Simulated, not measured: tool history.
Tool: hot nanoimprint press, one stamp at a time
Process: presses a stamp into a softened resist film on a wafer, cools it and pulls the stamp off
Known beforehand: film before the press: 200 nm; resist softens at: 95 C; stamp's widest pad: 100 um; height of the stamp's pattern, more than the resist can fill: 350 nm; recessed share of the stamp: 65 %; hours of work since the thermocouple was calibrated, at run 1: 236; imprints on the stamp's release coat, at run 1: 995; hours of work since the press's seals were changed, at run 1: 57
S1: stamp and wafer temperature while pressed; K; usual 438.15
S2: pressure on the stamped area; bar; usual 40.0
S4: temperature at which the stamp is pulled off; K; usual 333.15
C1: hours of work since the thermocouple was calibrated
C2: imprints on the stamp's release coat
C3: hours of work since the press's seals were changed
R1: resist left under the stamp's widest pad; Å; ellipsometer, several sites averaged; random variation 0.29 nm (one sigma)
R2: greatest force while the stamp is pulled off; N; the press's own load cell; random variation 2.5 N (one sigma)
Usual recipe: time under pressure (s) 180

Run 1, hour 0.0: usual settings; C1 236; C2 995; C3 57. Result: R1 733 Å, R2 119 N.
Run 2, hour 7.8: usual settings but S1 433.15 K; C1 242; C2 1036; C3 63. Result: R1 952 Å, R2 114 N.
Run 3, hour 18.5: usual settings but S1 433.15 K; C1 251; C2 1094; C3 71. Result: R1 946 Å, R2 112 N.
Run 4, hour 29.0: usual settings but S1 433.15 K; C1 258; C2 1150; C3 79. Result: R1 954 Å, R2 116 N.
Run 5, hour 38.4: usual settings but S1 433.15 K; C1 266; C2 1201; C3 86. Result: R1 953 Å, R2 116 N.
Run 6, hour 43.5: usual settings but S1 433.15 K; C1 270; C2 1228; C3 90. Result: R1 959 Å, R2 115 N.
At hour 47.0: plate thermocouple calibrated.
Run 7, hour 54.2: usual settings; C1 5; C2 1270; C3 96. Result: R1 735 Å, R2 118 N.
Run 8, hour 61.4: usual settings; C1 11; C2 1308; C3 101. Result: R1 733 Å, R2 117 N.
Run 9, hour 67.1: usual settings but S2 60.4 bar; C1 15; C2 1338; C3 105. Result: R1 601 Å, R2 105 N.
Run 10, hour 71.9: usual settings; C1 19; C2 1364; C3 109. Result: R1 737 Å, R2 117 N.
Run 11, hour 83.0: usual settings but time under pressure (s) 195; C1 27; C2 1424; C3 118. Result: R1 709 Å, R2 114 N.
Run 12, hour 94.4: usual settings but time under pressure (s) 195; C1 36; C2 1485; C3 126. Result: R1 704 Å, R2 113 N.
Run 13, hour 101.4: usual settings but time under pressure (s) 195; C1 41; C2 1523; C3 132. Result: R1 712 Å, R2 115 N.
Run 14, hour 109.9: usual settings but time under pressure (s) 166; C1 48; C2 1568; C3 138. Result: R1 754 Å, R2 114 N.
Run 15, hour 119.4: usual settings but S4 324.15 K; C1 55; C2 1619; C3 145. Result: R1 734 Å, R2 137 N.
At hour 127.0: stamp cleaned and given a new release coat.
Run 16, hour 130.8: usual settings but S1 434.15 K, time under pressure (s) 179; C1 59; C2 20; C3 149. Result: R1 908 Å, R2 110 N.
Run 17, hour 136.5: usual settings but S2 31.1 bar, S4 329.15 K; C1 63; C2 51; C3 154. Result: R1 828 Å, R2 125 N.
Run 18, hour 143.3: usual settings but S1 428.15 K, S2 43.7 bar, S4 328.15 K; C1 69; C2 87; C3 159. Result: R1 1189 Å, R2 126 N.
Run 19, hour 151.7: usual settings but S1 428.15 K, S2 57.2 bar, S4 328.15 K; C1 75; C2 132; C3 165. Result: R1 1064 Å, R2 129 N.
Run 20, hour 161.3: usual settings but S1 428.15 K, S2 57.2 bar, time under pressure (s) 164, S4 325.15 K; C1 82; C2 183; C3 172. Result: R1 1107 Å, R2 136 N.
Run 21, hour 166.5: usual settings but S2 33.7 bar, S4 334.15 K; C1 86; C2 212; C3 176. Result: R1 795 Å, R2 110 N.
Run 22, hour 177.6: usual settings but S2 33.7 bar, S4 334.15 K; C1 95; C2 271; C3 185. Result: R1 794 Å, R2 110 N.
Run 23, hour 182.6: usual settings but S2 26.2 bar, S4 334.15 K; C1 98; C2 298; C3 189. Result: R1 895 Å, R2 112 N.
Run 24, hour 192.8: usual settings but S2 26.2 bar, S4 334.15 K; C1 106; C2 352; C3 196. Result: R1 891 Å, R2 109 N.
Run 25, hour 198.6: usual settings but S1 441.15 K; C1 110; C2 384; C3 201. Result: R1 623 Å, R2 114 N.
Run 26, hour 203.4: usual settings but S1 441.15 K; C1 114; C2 409; C3 204. Result: R1 616 Å, R2 116 N.
Run 27, hour 210.0: usual settings but S1 441.15 K, time under pressure (s) 182; C1 119; C2 445; C3 209. Result: R1 622 Å, R2 115 N.
Run 28, hour 219.8: usual settings but S1 450.15 K, S2 30.1 bar; C1 127; C2 498; C3 217. Result: R1 454 Å, R2 111 N.
Run 29, hour 227.4: usual settings but S1 450.15 K, S2 30.1 bar; C1 132; C2 538; C3 223. Result: R1 456 Å, R2 115 N.

Forecast each of these 4 alternatives for the next run:
Run A, hour 232.9: usual settings but S2 32.6 bar, time under pressure (s) 116, S4 320.15 K; C1 137; C2 568; C3 227. Result: R1 ?, R2 ?.
Run B, hour 232.9: usual settings but S1 431.15 K, S2 59.8 bar, time under pressure (s) 285; C1 137; C2 568; C3 227. Result: R1 ?, R2 ?.
Run C, hour 232.9: usual settings but S2 60.6 bar, time under pressure (s) 275; C1 137; C2 568; C3 227. Result: R1 ?, R2 ?.
Run D, hour 232.9: usual settings but S1 450.15 K, S2 30.1 bar, S4 338.15 K; C1 137; C2 568; C3 227. Result: R1 ?, R2 ?.

run   R1   R2
  A  960  154
  B  741  113
  C  498  110
  D  455  101
Stripped of hidden state, with their random variation kept, the same runs would have yielded:
run   R1   R2
  A  961  153
  B  742  112
  C  499  110
  D  456  101
